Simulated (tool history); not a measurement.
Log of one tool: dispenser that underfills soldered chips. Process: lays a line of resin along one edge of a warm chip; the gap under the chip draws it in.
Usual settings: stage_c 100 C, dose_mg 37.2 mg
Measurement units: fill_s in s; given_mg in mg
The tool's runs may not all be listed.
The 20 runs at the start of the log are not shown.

| run | hour | stage_c | dose_mg | fill_s | given_mg |
|---|---|---|---|---|---|
|  | 82 | new syringe of resin |
| 21 | 86.7 | 100 | 35.6 | 271.8 | 35.42 |
|  | 89.2 | new syringe of resin |
| 22 | 91 | 99 | 35.6 | 243.8 | 35.39 |
| 23 | 93.5 | 99 | 35.6 | 271.6 | 35.06 |
|  | 96.2 | new syringe of resin |
| 24 | 99 | 105 | 35.6 | 219.3 | 35.03 |
|  | 103.3 | new syringe of resin |
| 25 | 104.1 | 105 | 35.6 | 202 | 35.31 |
| 26 | 108 | 107 | 37.9 | 217.8 | 37.15 |
|  | 110.5 | new syringe of resin |
| 27 | 110.8 | 107 | 37.9 | 189.9 | 37.1 |
| 28 | 116.4 | 112 | 42.7 | 199.8 | 41.88 |
|  | 117.6 | new syringe of resin |
| 29 | 121.2 | 112 | 42.7 | 182 | 41.58 |
|  | 124.6 | new syringe of resin |
| 30 | 126.4 | 108 | 37.5 | 193.3 | 36.78 |
|  | 132.1 | new syringe of resin |
| 31 | 132.1 | 109 | 41.5 | 171.5 | 39.99 |
| 32 | 136.5 | 107 | 41.5 | 211.5 | 40.6 |

Here are 4 independent what-if runs from the current tool condition. What would each one return?
|  | 139.3 | new syringe of resin |
| A | 140.1 | 93 | 47.2 | ? | ? |
|  | 139.3 | new syringe of resin |
| B | 140.1 | 113 | 41.9 | ? | ? |
|  | 139.3 | new syringe of resin |
| C | 140.1 | 85 | 39.8 | ? | ? |
|  | 139.3 | new syringe of resin |
| D | 140.1 | 100 | 33.6 | ? | ? |

| run | fill_s | given_mg |
|---|---|---|
| A | 271.1 | 45.56 |
| B | 162.8 | 40.63 |
| C | 348.7 | 38.53 |
| D | 233.1 | 32.56 |
Without the tool's hidden state the same runs would have given:
| run | fill_s | given_mg |
|---|---|---|
| A | 272.1 | 47.07 |
| B | 162.5 | 41.98 |
| C | 349.2 | 39.81 |
| D | 231.4 | 33.63 |
